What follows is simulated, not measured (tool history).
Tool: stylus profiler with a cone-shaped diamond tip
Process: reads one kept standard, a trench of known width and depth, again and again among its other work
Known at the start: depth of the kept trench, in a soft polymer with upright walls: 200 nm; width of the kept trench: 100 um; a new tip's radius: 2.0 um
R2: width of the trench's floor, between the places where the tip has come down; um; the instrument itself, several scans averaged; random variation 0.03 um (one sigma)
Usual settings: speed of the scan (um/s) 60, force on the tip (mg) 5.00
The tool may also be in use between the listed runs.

run 1 hour=0.0 | speed_of_the_scan_(um/s)=60 force_on_the_tip_(mg)=5.00 | depth_of_the_trench_(Å)=2044.2 R2=98.20
run 2 hour=73.2 | speed_of_the_scan_(um/s)=60 force_on_the_tip_(mg)=12.58 | depth_of_the_trench_(Å)=2079.3 R2=98.16
run 3 hour=133.2 | speed_of_the_scan_(um/s)=60 force_on_the_tip_(mg)=12.58 | depth_of_the_trench_(Å)=2081.4 R2=98.25
run 4 hour=170.5 | speed_of_the_scan_(um/s)=60 force_on_the_tip_(mg)=12.58 | depth_of_the_trench_(Å)=2081.7 R2=98.22
run 5 hour=224.9 | speed_of_the_scan_(um/s)=60 force_on_the_tip_(mg)=12.58 | depth_of_the_trench_(Å)=2080.6 R2=98.17
run 6 hour=280.7 | speed_of_the_scan_(um/s)=60 force_on_the_tip_(mg)=12.58 | depth_of_the_trench_(Å)=2079.0 R2=98.21
run 7 hour=328.7 | speed_of_the_scan_(um/s)=60 force_on_the_tip_(mg)=12.58 | depth_of_the_trench_(Å)=2079.7 R2=98.22
run 8 hour=367.1 | speed_of_the_scan_(um/s)=60 force_on_the_tip_(mg)=12.58 | depth_of_the_trench_(Å)=2080.0 R2=98.14
run 9 hour=400.2 | speed_of_the_scan_(um/s)=198 force_on_the_tip_(mg)=12.58 | depth_of_the_trench_(Å)=2081.5 R2=98.09
run 10 hour=438.8 | speed_of_the_scan_(um/s)=198 force_on_the_tip_(mg)=12.58 | depth_of_the_trench_(Å)=2078.2 R2=98.07
run 11 hour=489.7 | speed_of_the_scan_(um/s)=198 force_on_the_tip_(mg)=12.58 | depth_of_the_trench_(Å)=2080.4 R2=98.09
run 12 hour=555.5 | speed_of_the_scan_(um/s)=198 force_on_the_tip_(mg)=12.58 | depth_of_the_trench_(Å)=2081.3 R2=98.04
run 13 hour=594.8 | speed_of_the_scan_(um/s)=198 force_on_the_tip_(mg)=12.58 | depth_of_the_trench_(Å)=2081.4 R2=98.04
run 14 hour=650.6 | speed_of_the_scan_(um/s)=198 force_on_the_tip_(mg)=12.58 | depth_of_the_trench_(Å)=2080.0 R2=97.98
run 15 hour=699.7 | speed_of_the_scan_(um/s)=200 force_on_the_tip_(mg)=7.22 | depth_of_the_trench_(Å)=2054.0 R2=98.04
run 16 hour=761.3 | speed_of_the_scan_(um/s)=200 force_on_the_tip_(mg)=7.22 | depth_of_the_trench_(Å)=2054.6 R2=97.96
run 17 hour=817.5 | speed_of_the_scan_(um/s)=23 force_on_the_tip_(mg)=4.61 | depth_of_the_trench_(Å)=2040.1 R2=98.18
run 18 hour=887.9 | speed_of_the_scan_(um/s)=60 force_on_the_tip_(mg)=2.87 | depth_of_the_trench_(Å)=2030.4 R2=98.09
run 19 hour=952.7 | speed_of_the_scan_(um/s)=60 force_on_the_tip_(mg)=2.87 | depth_of_the_trench_(Å)=2030.9 R2=98.16
run 20 hour=1006.1 | speed_of_the_scan_(um/s)=60 force_on_the_tip_(mg)=2.87 | depth_of_the_trench_(Å)=2031.3 R2=98.14
run 21 hour=1064.6 | speed_of_the_scan_(um/s)=27 force_on_the_tip_(mg)=2.87 | depth_of_the_trench_(Å)=2030.5 R2=98.17
run 22 hour=1137.7 | speed_of_the_scan_(um/s)=96 force_on_the_tip_(mg)=4.97 | depth_of_the_trench_(Å)=2044.6 R2=98.07
run 23 hour=1187.2 | speed_of_the_scan_(um/s)=96 force_on_the_tip_(mg)=4.97 | depth_of_the_trench_(Å)=2043.4 R2=98.07
run 24 hour=1250.7 | speed_of_the_scan_(um/s)=26 force_on_the_tip_(mg)=1.96 | depth_of_the_trench_(Å)=2022.8 R2=98.20
run 25 hour=1294.0 | speed_of_the_scan_(um/s)=124 force_on_the_tip_(mg)=4.68 | depth_of_the_trench_(Å)=2041.1 R2=98.05

Forecast each of these 3 alternatives for the next run:
run A hour=1342.9 | speed_of_the_scan_(um/s)=60 force_on_the_tip_(mg)=2.12 | depth_of_the_trench_(Å)=? R2=?
run B hour=1342.9 | speed_of_the_scan_(um/s)=124 force_on_the_tip_(mg)=9.90 | depth_of_the_trench_(Å)=? R2=?
run C hour=1342.9 | speed_of_the_scan_(um/s)=26 force_on_the_tip_(mg)=2.35 | depth_of_the_trench_(Å)=? R2=?

run=A depth_of_the_trench_(Å)=2023.7 R2=98.09
run=B depth_of_the_trench_(Å)=2069.9 R2=98.14
run=C depth_of_the_trench_(Å)=2025.7 R2=98.15
Without the tool's hidden state the same runs would have given:
run=A depth_of_the_trench_(Å)=2023.6 R2=98.10
run=B depth_of_the_trench_(Å)=2069.8 R2=98.15
run=C depth_of_the_trench_(Å)=2025.7 R2=98.16
